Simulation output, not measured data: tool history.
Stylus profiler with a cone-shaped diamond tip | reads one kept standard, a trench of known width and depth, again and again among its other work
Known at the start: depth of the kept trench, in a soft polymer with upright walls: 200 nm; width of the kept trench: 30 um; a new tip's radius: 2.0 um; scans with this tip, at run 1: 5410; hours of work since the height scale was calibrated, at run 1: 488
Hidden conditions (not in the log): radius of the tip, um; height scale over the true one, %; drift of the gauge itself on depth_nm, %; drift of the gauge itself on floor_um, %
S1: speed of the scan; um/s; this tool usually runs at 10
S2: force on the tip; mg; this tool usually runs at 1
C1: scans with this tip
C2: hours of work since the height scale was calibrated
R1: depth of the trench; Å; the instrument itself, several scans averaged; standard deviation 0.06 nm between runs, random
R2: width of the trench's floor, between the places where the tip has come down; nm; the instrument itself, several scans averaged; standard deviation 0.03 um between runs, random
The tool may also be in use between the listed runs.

run,hour,S1,S2,C1,C2,R1,R2
1,0,10,1,5410,488,2017.6,28040
2,11.1,5,1,5506,497,2017.9,28100
3,21.6,10,1,5598,505,2018.3,28070
4,35,35,1,5715,516,2017.7,27980
5,46.7,35,1,5817,525,2017.9,27980
6,56.7,35,1,5903,533,2018.1,28010
7,69.7,35,1,6017,543,2018,28020
8,79.4,35,1,6101,551,2018.6,28030
9,86.1,35,1,6160,556,2018.5,27970
10,96.3,35,1,6248,564,2018.6,27990
11,104.6,35,1,6320,570,2018.1,28010
12,115.6,10,0.98,6417,579,2018.8,28060
13,125.7,10,0.98,6504,587,2017.4,28110
14,142.1,10,0.98,6648,600,2019.8,28050
# hour 144: height scale calibrated on a step standard
15,152,10,1,6729,6,2021.9,28020
16,163.2,10,1,6827,15,2021.2,28050
17,173.3,10,1,6915,23,2021.6,28020
18,183.7,24,1,7006,31,2020.9,28020
19,197.2,10,2.97,7123,42,2036.6,28020
20,208,10,2.97,7216,50,2037.9,28070
21,217.8,39,2.13,7302,58,2031,27970
# hour 230.8: height scale calibrated on a step standard, once more
22,231.3,8,0.45,7415,0,2007.9,28090
23,240.9,6,0.42,7499,8,2007.7,28080
24,254.2,6,0.42,7615,18,2007.8,27990
25,264.8,17,0.58,7707,27,2009.8,27980
26,271.6,17,0.58,7766,32,2010.5,27940
27,281.5,3,0.64,7852,40,2010.7,28060
28,293.4,3,0.64,7956,49,2010.2,28040
29,308.4,11,1.72,8087,61,2021.7,28070
30,318.6,2,0.76,8175,69,2013,27990
31,330.5,2,2.11,8279,78,2024.3,28100
32,340.4,4,0.34,8365,86,2008.4,28100
33,352.6,4,0.34,8471,96,2007,28010

Alternative continuations, all from the tool just after run 33; predict every row:
A,369.3,13,1.44,8617,109,?,?
B,369.3,17,0.85,8617,109,?,?
C,369.3,22,2.9,8617,109,?,?
D,369.3,9,0.86,8617,109,?,?

run,R1,R2
A,2019,28020
B,2013.1,27980
C,2030.2,27980
D,2012.9,28030
Take away the tool's hidden state, keep each run's random variation, and the runs would have read:
run,R1,R2
A,2018.7,28230
B,2012.8,28190
C,2029.9,28190
D,2012.6,28240
